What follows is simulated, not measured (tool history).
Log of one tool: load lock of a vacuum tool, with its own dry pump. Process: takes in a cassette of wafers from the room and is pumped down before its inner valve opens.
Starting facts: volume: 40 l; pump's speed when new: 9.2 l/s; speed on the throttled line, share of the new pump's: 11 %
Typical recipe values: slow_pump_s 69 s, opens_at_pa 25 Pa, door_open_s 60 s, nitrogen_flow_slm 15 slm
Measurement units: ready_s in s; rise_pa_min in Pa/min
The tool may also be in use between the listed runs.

run,hour,slow_pump_s,opens_at_pa,door_open_s,nitrogen_flow_slm,"incoming humidity of the room's air, %",ready_s,rise_pa_min
1,0,69,25,60,15,43.9,100.7,0.086
2,502.5,69,25,60,15,44.6,101.2,0.094
3,978.2,69,25,60,15,49.1,100.9,0.098
4,1643.7,69,27,60,15,42.8,101.8,0.092
5,1982.4,69,25,60,14,43.9,102.2,0.091
6,2273.5,69,25,60,14,45.6,102.5,0.099
7,2929.5,69,32,60,15,46,100.8,0.1
8,3606,69,32,60,15,43.8,101.6,0.1
9,4248.8,69,26,60,15,42.3,102.7,0.103
10,4696.9,69,26,60,15,44.9,104.2,0.109
11,5392.6,69,26,60,15,44,103.8,0.112
12,6097.9,69,26,60,15,42.6,103.9,0.11
13,6791.9,69,26,60,15,45.3,105.6,0.112
14,7402.8,69,26,60,15,46.8,104.3,0.126
15,7849.9,69,21,139,16,48.5,107.7,0.152
16,8427.1,75,21,139,16,43.2,111.6,0.14
17,8744.6,131,33,31,15,43.6,157.2,0.11
18,9170.2,69,25,33,10,42.5,105.8,0.119
19,9864.7,69,25,33,6,46,106,0.133
20,10268.3,56,38,87,13,44,93.5,0.143
21,10778,56,38,87,13,43.3,93.9,0.139
22,11453.4,56,38,87,13,49.1,93.9,0.156
23,11938.4,107,34,39,8,41.6,137.2,0.137
24,12362.2,107,34,39,8,43.6,137.7,0.141
# hour 13031: dry pump taken out, an overhauled one fitted
25,13067.9,69,38,60,31,45.7,94.2,0.137
26,13405.4,69,19,26,5,47.7,98.9,0.144
27,14040.2,69,19,51,23,43.7,97.4,0.139
28,14346,69,25,60,8,46.8,97.3,0.169

Branching from run 28: 5 alternative next runs. What would each branch give?
A,14988.3,88,25,60,8,42.4,?,?
B,14988.3,69,20,60,8,45.3,?,?
C,14988.3,69,26,122,13,47.8,?,?
D,14988.3,41,25,60,8,45.4,?,?
E,14988.3,69,23,147,17,46,?,?

run,ready_s,rise_pa_min
A,115,0.169
B,98.1,0.174
C,96.4,0.183
D,72.2,0.171
E,97.8,0.19
Stripped of hidden state, with their random variation kept, the same runs would have yielded:
run,ready_s,rise_pa_min
A,114.9,0.07
B,98,0.077
C,96.3,0.084
D,72.1,0.073
E,97.8,0.09

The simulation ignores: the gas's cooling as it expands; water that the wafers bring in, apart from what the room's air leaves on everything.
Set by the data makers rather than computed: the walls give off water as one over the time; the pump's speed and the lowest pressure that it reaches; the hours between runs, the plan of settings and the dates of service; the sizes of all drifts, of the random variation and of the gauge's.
